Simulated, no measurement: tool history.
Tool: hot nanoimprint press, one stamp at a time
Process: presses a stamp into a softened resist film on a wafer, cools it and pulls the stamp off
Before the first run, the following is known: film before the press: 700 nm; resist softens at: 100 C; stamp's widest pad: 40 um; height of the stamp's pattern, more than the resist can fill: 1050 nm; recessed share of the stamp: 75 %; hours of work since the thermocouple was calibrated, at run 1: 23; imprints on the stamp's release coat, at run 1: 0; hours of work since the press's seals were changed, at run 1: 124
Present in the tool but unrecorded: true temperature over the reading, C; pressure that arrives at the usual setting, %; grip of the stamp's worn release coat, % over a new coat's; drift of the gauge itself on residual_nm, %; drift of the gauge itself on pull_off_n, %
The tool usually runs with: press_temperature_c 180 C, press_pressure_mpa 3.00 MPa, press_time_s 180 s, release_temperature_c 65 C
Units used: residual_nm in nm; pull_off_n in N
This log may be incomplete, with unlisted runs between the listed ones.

run     day  press_temperature_c  press_pressure_mpa  press_time_s  release_temperature_c  hours of work since the thermocouple was calibrated  imprints on the stamp's release coat  hours of work since the press's seals were changed  residual_nm  pull_off_n
  1   0.000                  180                3.00           180                     65                                                   23                                     0                                                 124        355.6         133
  2   2.296                  180                2.63           180                     65                                                   61                                   269                                                 163        380.2         130
  3   3.571                  180                2.63           265                     65                                                   82                                   419                                                 184        337.7         134
  4   5.117                  180                2.63           265                     65                                                  108                                   600                                                 210        337.6         130
  5   6.842                  180                3.00           180                     58                                                  137                                   802                                                 239        355.0         158
  6   8.642                  180                3.00           180                     58                                                  167                                  1013                                                 269        355.0         157
  7   9.729                  180                3.00           180                     65                                                  185                                  1140                                                 287        354.7         131
  8  11.775                  180                3.00           122                     65                                                  220                                  1380                                                 321        398.1         132
     13.738  -- stamp cleaned and given a new release coat
  9  14.408                  180                3.00           180                     65                                                  260                                    79                                                 361        354.5         131
 10  16.108                  180                2.53           180                     65                                                  288                                   279                                                 390        386.9         131
     18.062  -- plate thermocouple calibrated
 11  18.438                  180                3.00           180                     65                                                    6                                   537                                                 427        354.5         134
 12  20.825                  180                3.00           180                     66                                                   46                                   816                                                 467        354.3         126
 13  22.096                  180                3.00           180                     65                                                   67                                   965                                                 488        354.6         135
 14  24.067                  180                3.00           180                     65                                                  100                                  1196                                                 521        354.3         130
     26.350  -- press's hydraulic seals changed and the load cell set to zero
 15  26.671                  180                4.62           180                     65                                                  138                                  1462                                                   5        278.6         133
     27.946  -- stamp cleaned and given a new release coat
 16  29.042                  180                4.62           180                     65                                                  174                                   129                                                  41        278.7         128
 17  30.138                  186                3.00           180                     65                                                  192                                   257                                                  59        296.8         131
 18  31.521                  180                3.10           196                     65                                                  215                                   419                                                  82        338.6         135
 19  33.938                  180                3.10           196                     65                                                  256                                   702                                                 123        338.4         130

For run 20, what comes out?
 20  35.079                  180                3.10           196                     65                                                  275                                   836                                                 142            ?           ?

For run 20 the tool returned residual_nm 338.3 nm, pull_off_n 132 N.
Take away the tool's hidden state, keep the run-to-run variation as it was, and the same run would have given residual_nm 339.9 nm, pull_off_n 132 N.

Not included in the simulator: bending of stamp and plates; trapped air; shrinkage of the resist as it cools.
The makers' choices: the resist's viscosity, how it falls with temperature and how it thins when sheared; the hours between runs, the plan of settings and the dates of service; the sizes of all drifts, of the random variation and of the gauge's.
